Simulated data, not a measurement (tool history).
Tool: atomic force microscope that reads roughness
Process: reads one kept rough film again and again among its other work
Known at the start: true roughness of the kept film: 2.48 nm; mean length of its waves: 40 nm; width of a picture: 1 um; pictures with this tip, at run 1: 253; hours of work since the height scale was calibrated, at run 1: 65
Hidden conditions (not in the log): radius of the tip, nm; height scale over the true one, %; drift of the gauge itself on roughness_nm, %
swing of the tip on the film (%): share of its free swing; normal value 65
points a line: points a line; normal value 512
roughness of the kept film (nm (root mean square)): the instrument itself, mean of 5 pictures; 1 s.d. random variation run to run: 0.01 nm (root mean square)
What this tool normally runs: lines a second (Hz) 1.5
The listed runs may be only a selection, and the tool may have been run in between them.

run,hour,lines a second (Hz),swing of the tip on the film (%),points a line,pictures with this tip,hours of work since the height scale was calibrated,roughness of the kept film (nm (root mean square))
1,0,1.5,65,512,253,65,2.101
# hour 4: new tip fitted
2,9.9,1.5,65,381,10,71,2.289
3,16.4,1.5,89,381,21,75,2.124
4,25.2,1.5,73,512,36,80,2.236
5,34.1,1.5,73,512,51,85,2.216
6,42.7,1.5,73,512,65,90,2.211
7,50.8,1.5,73,512,79,95,2.194
8,56.4,1.5,65,512,89,99,2.217
9,63.5,1.5,65,471,101,103,2.211
10,68.3,1.5,65,471,109,106,2.205
11,77.7,1.5,65,471,125,111,2.189
12,82.4,1.5,65,512,133,114,2.189
13,87.8,1.5,65,512,142,117,2.162
14,92,1.5,65,512,149,120,2.18
15,101.4,0.55,65,346,165,125,2.209
16,109.7,1.06,57,427,179,130,2.203
17,115.9,1.83,88,427,190,134,1.963
18,123.1,1.83,88,427,202,138,1.941
19,132.6,1.83,88,427,218,144,1.941
20,141.4,1.5,79,949,233,149,2.03
21,148.2,1.5,79,949,245,153,2.025
22,153,0.92,66,757,253,156,2.141
# hour 157.2: new tip fitted
23,161,0.92,66,757,7,160,2.326
24,169.3,3.98,85,401,21,165,1.885
25,176.6,3.98,85,401,34,169,1.879
26,180.8,2.8,65,316,41,172,2.2
27,188.8,2.51,65,316,54,177,2.194
28,195.5,2.51,65,316,66,181,2.206

For some of the steps in roughness of the kept film (nm (root mean square)) from one run to the next: how much would appear even if the tool had no hidden state, given the settings, what came in and random variation, and how much remains for the hidden state plus any gauge scatter that the measured result and the result without hidden state don't share?
Run 1 -> 2: points a line 512 -> 381, new tip fitted. roughness of the kept film (nm (root mean square)) +0.188: hidden state +0.187, all else +0.001.
Run 22 -> 23: new tip fitted. roughness of the kept film (nm (root mean square)) +0.185: hidden state +0.195, all else -0.01.
Run 23 -> 24: lines a second (Hz) 0.92 -> 3.98, swing of the tip on the film (%) 66 -> 85, points a line 757 -> 401. roughness of the kept film (nm (root mean square)) -0.441: hidden state -0.009, all else -0.432.
Run 25 -> 26: lines a second (Hz) 3.98 -> 2.8, swing of the tip on the film (%) 85 -> 65, points a line 401 -> 316. roughness of the kept film (nm (root mean square)) +0.321: hidden state -0.009, all else +0.33.
